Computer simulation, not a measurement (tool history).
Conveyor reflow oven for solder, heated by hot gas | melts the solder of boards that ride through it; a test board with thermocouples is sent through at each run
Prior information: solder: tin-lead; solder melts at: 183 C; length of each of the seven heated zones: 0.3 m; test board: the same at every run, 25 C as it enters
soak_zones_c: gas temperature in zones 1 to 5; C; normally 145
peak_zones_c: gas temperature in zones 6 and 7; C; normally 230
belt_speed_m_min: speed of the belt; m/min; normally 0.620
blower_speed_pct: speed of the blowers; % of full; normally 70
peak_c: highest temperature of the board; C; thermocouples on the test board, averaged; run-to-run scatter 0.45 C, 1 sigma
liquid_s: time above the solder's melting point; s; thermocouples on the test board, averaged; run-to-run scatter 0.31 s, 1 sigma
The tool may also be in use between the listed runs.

run	hour	soak_zones_c	peak_zones_c	belt_speed_m_min	blower_speed_pct	peak_c	liquid_s
1	0.0	145	230	0.620	70	214.4	44.2
2	18.7	145	230	0.620	70	215.0	43.8
3	30.9	145	230	0.620	70	214.8	43.7
4	42.7	145	230	0.736	70	210.4	33.1
5	66.6	145	232	0.620	70	216.4	45.3
6	86.3	145	230	0.620	70	214.2	43.8
7	107.0	145	230	0.620	70	213.8	43.9
8	134.0	145	230	0.620	70	214.6	44.0
9	145.4	145	230	0.620	70	213.9	44.2
10	165.0	131	235	0.523	60	218.0	49.6
11	176.8	142	220	0.502	75	210.4	52.0
12	192.0	145	230	0.620	57	209.5	40.1
13	216.0	145	230	0.693	59	206.4	33.2
14	230.0	145	230	0.693	59	207.3	32.4
15	241.2	145	230	0.693	59	206.2	33.0

Each row is a separate what-if for the run after 15, all from the same tool condition, not one after another. Results?
A	268.3	145	243	0.693	76	?	?
B	268.3	145	234	0.620	70	?	?
C	268.3	145	231	0.620	70	?	?

run	peak_c	liquid_s
A	222.4	43.1
B	217.3	45.0
C	214.0	44.2
With the hidden condition removed and each run's random variation left untouched, the same runs would have given:
run	peak_c	liquid_s
A	225.5	44.4
B	220.1	46.6
C	216.8	46.0
